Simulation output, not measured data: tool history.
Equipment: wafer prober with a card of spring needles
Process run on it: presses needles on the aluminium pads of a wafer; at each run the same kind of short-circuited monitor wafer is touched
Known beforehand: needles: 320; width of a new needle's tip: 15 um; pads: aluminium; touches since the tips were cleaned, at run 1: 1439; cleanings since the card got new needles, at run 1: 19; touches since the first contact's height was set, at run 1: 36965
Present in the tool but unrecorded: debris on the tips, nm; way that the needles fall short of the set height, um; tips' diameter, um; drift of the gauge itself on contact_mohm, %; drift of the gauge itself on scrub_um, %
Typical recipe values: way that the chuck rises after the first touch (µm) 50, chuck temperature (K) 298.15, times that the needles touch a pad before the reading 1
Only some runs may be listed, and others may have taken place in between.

| run | hour | way that the chuck rises after the first touch (µm) | chuck temperature (K) | times that the needles touch a pad before the reading | touches since the tips were cleaned | cleanings since the card got new needles | touches since the first contact's height was set | resistance of one needle with its contact and lead (mohm) | way that a needle slides on the pad (µm) |
|---|---|---|---|---|---|---|---|---|---|
| 1 | 0.0 | 50 | 298.15 | 1 | 1439 | 19 | 36965 | 193 | 6.09 |
|  | 0.7 | tips cleaned on abrasive film |
|  | 4.4 | tips cleaned on abrasive film |
|  | 7.8 | tips cleaned on abrasive film |
| 2 | 7.8 | 50 | 298.15 | 1 | 0 | 22 | 40599 | 172 | 6.14 |
|  | 11.6 | tips cleaned on abrasive film |
| 3 | 12.4 | 50 | 298.15 | 1 | 384 | 23 | 42784 | 178 | 6.14 |
|  | 15.2 | tips cleaned on abrasive film |
|  | 18.5 | tips cleaned on abrasive film |
| 4 | 20.6 | 49 | 298.15 | 1 | 1042 | 25 | 46698 | 194 | 5.93 |
|  | 22.2 | tips cleaned on abrasive film |
|  | 26.0 | tips cleaned on abrasive film |
| 5 | 26.8 | 49 | 298.15 | 1 | 378 | 27 | 49589 | 181 | 5.91 |
|  | 30.0 | tips cleaned on abrasive film |
|  | 33.6 | tips cleaned on abrasive film |
|  | 37.0 | tips cleaned on abrasive film |
| 6 | 37.5 | 50 | 317.15 | 1 | 275 | 30 | 54660 | 183 | 6.07 |
|  | 40.6 | tips cleaned on abrasive film |
| 7 | 42.3 | 50 | 317.15 | 1 | 802 | 31 | 56910 | 195 | 5.93 |
|  | 44.5 | tips cleaned on abrasive film |
|  | 48.4 | tips cleaned on abrasive film |
| 8 | 49.3 | 50 | 317.15 | 1 | 477 | 33 | 60256 | 189 | 5.97 |
|  | 52.2 | tips cleaned on abrasive film |
| 9 | 53.9 | 50 | 298.15 | 2 | 826 | 34 | 62439 | 183 | 5.91 |
|  | 56.0 | tips cleaned on abrasive film |
|  | 59.4 | tips cleaned on abrasive film |
| 10 | 59.4 | 50 | 298.15 | 2 | 0 | 36 | 64976 | 174 | 5.97 |
|  | 62.9 | tips cleaned on abrasive film |
| 11 | 64.9 | 50 | 298.15 | 1 | 981 | 37 | 67615 | 193 | 5.82 |
|  | 66.3 | tips cleaned on abrasive film |
|  | 70.0 | tips cleaned on abrasive film |
|  | 72.8 | height of the first contact set anew |
| 12 | 73.3 | 50 | 298.15 | 1 | 1496 | 39 | 270 | 194 | 6.46 |
|  | 74.1 | tips cleaned on abrasive film |
|  | 77.8 | tips cleaned on abrasive film |
| 13 | 79.5 | 50 | 323.15 | 1 | 806 | 41 | 3159 | 190 | 6.40 |
|  | 81.2 | tips cleaned on abrasive film |
|  | 84.8 | tips cleaned on abrasive film |
| 14 | 85.8 | 50 | 323.15 | 1 | 499 | 43 | 6127 | 186 | 6.34 |
|  | 88.1 | tips cleaned on abrasive film |
| 15 | 90.4 | 50 | 323.15 | 1 | 1101 | 44 | 8291 | 192 | 6.31 |
|  | 91.9 | tips cleaned on abrasive film |
|  | 95.3 | tips cleaned on abrasive film |
|  | 98.6 | tips cleaned on abrasive film |
| 16 | 101.2 | 50 | 322.15 | 1 | 1235 | 47 | 13396 | 202 | 6.34 |
|  | 101.9 | tips cleaned on abrasive film |
|  | 105.6 | tips cleaned on abrasive film |
|  | 109.6 | tips cleaned on abrasive film |
| 17 | 112.0 | 50 | 322.15 | 1 | 1167 | 50 | 18514 | 195 | 6.21 |
|  | 113.2 | tips cleaned on abrasive film |
|  | 116.7 | tips cleaned on abrasive film |
| 18 | 119.7 | 50 | 311.15 | 2 | 1462 | 52 | 22163 | 195 | 6.32 |
|  | 120.6 | tips cleaned on abrasive film |
|  | 124.1 | tips cleaned on abrasive film |
|  | 127.6 | tips cleaned on abrasive film |
| 19 | 127.6 | 35 | 340.15 | 2 | 0 | 55 | 25831 | 196 | 4.26 |
|  | 131.2 | tips cleaned on abrasive film |
|  | 135.1 | tips cleaned on abrasive film |
| 20 | 137.2 | 36 | 312.15 | 3 | 1016 | 57 | 30409 | 206 | 4.26 |
|  | 138.9 | tips cleaned on abrasive film |
|  | 142.1 | tips cleaned on abrasive film |
|  | 145.8 | tips cleaned on abrasive film |
| 21 | 145.8 | 36 | 312.15 | 3 | 0 | 60 | 34454 | 191 | 4.27 |
|  | 149.5 | tips cleaned on abrasive film |
|  | 152.8 | tips cleaned on abrasive film |
| 22 | 152.8 | 36 | 367.15 | 3 | 0 | 62 | 37774 | 203 | 4.28 |
|  | 156.5 | tips cleaned on abrasive film |
|  | 160.0 | tips cleaned on abrasive film |
| 23 | 160.8 | 50 | 298.15 | 3 | 347 | 64 | 41525 | 175 | 6.10 |
|  | 163.9 | tips cleaned on abrasive film |
| 24 | 165.5 | 30 | 394.15 | 3 | 771 | 65 | 43778 | 240 | 3.41 |
|  | 167.4 | tips cleaned on abrasive film |
|  | 170.7 | tips cleaned on abrasive film |
|  | 174.0 | tips cleaned on abrasive film |
| 25 | 175.1 | 44 | 339.15 | 1 | 502 | 68 | 48290 | 204 | 5.17 |
|  | 177.5 | tips cleaned on abrasive film |
| 26 | 180.4 | 34 | 339.15 | 1 | 1415 | 69 | 50815 | 269 | 3.94 |
|  | 181.2 | tips cleaned on abrasive film |
|  | 185.2 | tips cleaned on abrasive film |
| 27 | 188.2 | 63 | 335.15 | 2 | 1439 | 71 | 54507 | 188 | 7.67 |
|  | 188.8 | tips cleaned on abrasive film |
|  | 192.8 | tips cleaned on abrasive film |
| 28 | 194.3 | 50 | 393.15 | 1 | 688 | 73 | 57362 | 212 | 5.88 |
|  | 196.7 | tips cleaned on abrasive film |
|  | 200.7 | tips cleaned on abrasive film |
| 29 | 202.9 | 50 | 393.15 | 1 | 1115 | 75 | 61487 | 221 | 5.80 |

Each row is a separate what-if for the run after 29, all from the same tool condition, not one after another. Results?
|  | 204.5 | tips cleaned on abrasive film |
|  | 208.4 | tips cleaned on abrasive film |
|  | 211.8 | tips cleaned on abrasive film |
| A | 211.8 | 65 | 298.15 | 1 | 0 | 78 | 65661 | ? | ? |
|  | 204.5 | tips cleaned on abrasive film |
|  | 208.4 | tips cleaned on abrasive film |
|  | 211.8 | tips cleaned on abrasive film |
| B | 211.8 | 38 | 359.15 | 1 | 0 | 78 | 65661 | ? | ? |
|  | 204.5 | tips cleaned on abrasive film |
|  | 208.4 | tips cleaned on abrasive film |
|  | 211.8 | tips cleaned on abrasive film |
| C | 211.8 | 67 | 340.15 | 1 | 0 | 78 | 65661 | ? | ? |
|  | 204.5 | tips cleaned on abrasive film |
|  | 208.4 | tips cleaned on abrasive film |
|  | 211.8 | tips cleaned on abrasive film |
| D | 211.8 | 50 | 298.15 | 1 | 0 | 78 | 65661 | ? | ? |
|  | 204.5 | tips cleaned on abrasive film |
|  | 208.4 | tips cleaned on abrasive film |
|  | 211.8 | tips cleaned on abrasive film |
| E | 211.8 | 50 | 311.15 | 3 | 0 | 78 | 65661 | ? | ? |

| run | resistance of one needle with its contact and lead (mohm) | way that a needle slides on the pad (µm) |
|---|---|---|
| A | 168 | 7.79 |
| B | 212 | 4.36 |
| C | 182 | 8.17 |
| D | 178 | 5.84 |
| E | 180 | 5.89 |
What these runs would have given with no unlogged condition in the tool:
| run | resistance of one needle with its contact and lead (mohm) | way that a needle slides on the pad (µm) |
|---|---|---|
| A | 161 | 8.40 |
| B | 194 | 4.98 |
| C | 175 | 8.79 |
| D | 167 | 6.45 |
| E | 171 | 6.50 |

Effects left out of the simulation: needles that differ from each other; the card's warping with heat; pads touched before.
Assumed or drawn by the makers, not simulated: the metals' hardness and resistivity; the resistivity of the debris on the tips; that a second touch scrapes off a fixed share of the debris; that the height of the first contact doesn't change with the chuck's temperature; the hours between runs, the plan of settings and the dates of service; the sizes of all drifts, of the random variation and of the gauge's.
